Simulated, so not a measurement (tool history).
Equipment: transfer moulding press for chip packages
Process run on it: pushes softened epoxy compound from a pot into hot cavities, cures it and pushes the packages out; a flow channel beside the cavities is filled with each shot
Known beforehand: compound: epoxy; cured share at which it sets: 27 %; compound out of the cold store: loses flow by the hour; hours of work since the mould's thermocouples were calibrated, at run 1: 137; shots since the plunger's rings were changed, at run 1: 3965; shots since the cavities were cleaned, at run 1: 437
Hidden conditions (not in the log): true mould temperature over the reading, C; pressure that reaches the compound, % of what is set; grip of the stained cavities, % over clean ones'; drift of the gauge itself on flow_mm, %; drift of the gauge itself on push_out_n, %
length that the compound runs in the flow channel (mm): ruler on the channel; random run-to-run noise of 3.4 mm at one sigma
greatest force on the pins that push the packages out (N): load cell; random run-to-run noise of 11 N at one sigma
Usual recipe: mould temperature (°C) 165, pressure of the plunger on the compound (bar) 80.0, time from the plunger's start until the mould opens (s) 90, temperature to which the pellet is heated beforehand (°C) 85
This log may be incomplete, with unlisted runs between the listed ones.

| run | day | mould temperature (°C) | pressure of the plunger on the compound (bar) | time from the plunger's start until the mould opens (s) | temperature to which the pellet is heated beforehand (°C) | hours of work since the mould's thermocouples were calibrated | shots since the plunger's rings were changed | shots since the cavities were cleaned | incoming compound's hours out of the cold store | length that the compound runs in the flow channel (mm) | greatest force on the pins that push the packages out (N) |
|---|---|---|---|---|---|---|---|---|---|---|---|
| 1 | 0.000 | 165 | 80.0 | 90 | 85 | 137 | 3965 | 437 | 21.0 | 718 | 748 |
| 2 | 0.671 | 165 | 80.0 | 87 | 85 | 150 | 4224 | 696 | 36.9 | 675 | 868 |
|  | 1.375 | cavities cleaned with cleaning compound and waxed |
| 3 | 1.375 | 165 | 80.0 | 87 | 85 | 162 | 4472 | 0 | 26.3 | 699 | 577 |
| 4 | 1.896 | 165 | 80.0 | 87 | 85 | 172 | 4673 | 201 | 31.8 | 687 | 684 |
| 5 | 2.596 | 165 | 97.8 | 87 | 85 | 185 | 4942 | 470 | 47.3 | 723 | 736 |
| 6 | 2.979 | 165 | 80.0 | 124 | 85 | 192 | 5091 | 619 | 30.2 | 689 | 603 |
|  | 3.492 | plunger's sealing rings changed |
| 7 | 3.588 | 165 | 80.0 | 90 | 84 | 202 | 37 | 813 | 22.0 | 753 | 861 |
|  | 3.988 | cavities cleaned with cleaning compound and waxed |
| 8 | 4.392 | 165 | 80.0 | 90 | 84 | 216 | 323 | 157 | 37.4 | 715 | 605 |
| 9 | 4.725 | 165 | 80.0 | 90 | 84 | 222 | 451 | 285 | 12.6 | 768 | 700 |
| 10 | 5.067 | 165 | 80.0 | 90 | 85 | 229 | 584 | 418 | 20.7 | 753 | 705 |
| 11 | 5.617 | 165 | 80.0 | 90 | 85 | 239 | 795 | 629 | 37.2 | 713 | 781 |
| 12 | 6.300 | 165 | 80.0 | 90 | 85 | 252 | 1059 | 893 | 38.9 | 701 | 811 |
|  | 6.529 | cavities cleaned with cleaning compound and waxed |
| 13 | 7.000 | 165 | 80.0 | 90 | 85 | 264 | 1304 | 181 | 38.5 | 708 | 650 |
| 14 | 7.646 | 165 | 80.0 | 90 | 85 | 276 | 1555 | 432 | 25.2 | 730 | 732 |
| 15 | 8.171 | 165 | 80.0 | 90 | 85 | 286 | 1756 | 633 | 15.5 | 752 | 818 |
| 16 | 8.896 | 163 | 66.3 | 90 | 85 | 300 | 2036 | 913 | 31.8 | 652 | 976 |
|  | 9.062 | cavities cleaned with cleaning compound and waxed |
| 17 | 9.550 | 163 | 66.3 | 90 | 85 | 311 | 2264 | 187 | 10.2 | 695 | 745 |
| 18 | 9.900 | 163 | 66.3 | 90 | 85 | 318 | 2400 | 323 | 37.8 | 633 | 784 |
| 19 | 10.625 | 165 | 80.0 | 129 | 85 | 332 | 2680 | 603 | 34.1 | 695 | 599 |
| 20 | 11.238 | 165 | 80.0 | 129 | 85 | 343 | 2915 | 838 | 43.0 | 680 | 648 |
|  | 11.367 | mould's thermocouples calibrated |
|  | 11.679 | cavities cleaned with cleaning compound and waxed |
| 21 | 11.833 | 166 | 80.0 | 129 | 85 | 8 | 3089 | 60 | 14.0 | 741 | 428 |
| 22 | 12.288 | 169 | 66.2 | 129 | 85 | 16 | 3265 | 236 | 45.7 | 608 | 504 |
| 23 | 12.638 | 162 | 80.0 | 115 | 85 | 23 | 3399 | 370 | 35.4 | 703 | 601 |
|  | 13.150 | mould's thermocouples calibrated, once more |
| 24 | 13.412 | 158 | 97.7 | 107 | 86 | 5 | 3667 | 638 | 12.4 | 825 | 857 |
| 25 | 13.725 | 158 | 97.7 | 107 | 86 | 11 | 3786 | 757 | 39.5 | 758 | 872 |
|  | 14.317 | cavities cleaned with cleaning compound and waxed |
| 26 | 14.433 | 158 | 76.2 | 87 | 86 | 23 | 4037 | 46 | 12.9 | 726 | 919 |
| 27 | 14.979 | 165 | 91.2 | 90 | 85 | 34 | 4247 | 256 | 45.4 | 706 | 615 |
| 28 | 15.417 | 158 | 88.7 | 90 | 83 | 42 | 4416 | 425 | 45.8 | 709 | 1066 |
| 29 | 15.750 | 158 | 88.7 | 90 | 83 | 48 | 4544 | 553 | 45.2 | 709 | 1096 |

What if the next run were any one of these 3? Each begins from the tool's condition after run 29:
| A | 16.329 | 170 | 80.0 | 90 | 85 | 59 | 4768 | 777 | 21.8 | ? | ? |
| B | 16.329 | 165 | 66.9 | 125 | 85 | 59 | 4768 | 777 | 9.3 | ? | ? |
| C | 16.329 | 158 | 88.7 | 126 | 83 | 59 | 4768 | 777 | 30.4 | ? | ? |

| run | length that the compound runs in the flow channel (mm) | greatest force on the pins that push the packages out (N) |
|---|---|---|
| A | 694 | 656 |
| B | 672 | 640 |
| C | 742 | 689 |
Had the tool no hidden state, the same runs would have come out as:
| run | length that the compound runs in the flow channel (mm) | greatest force on the pins that push the packages out (N) |
|---|---|---|
| A | 738 | 422 |
| B | 715 | 409 |
| C | 790 | 444 |
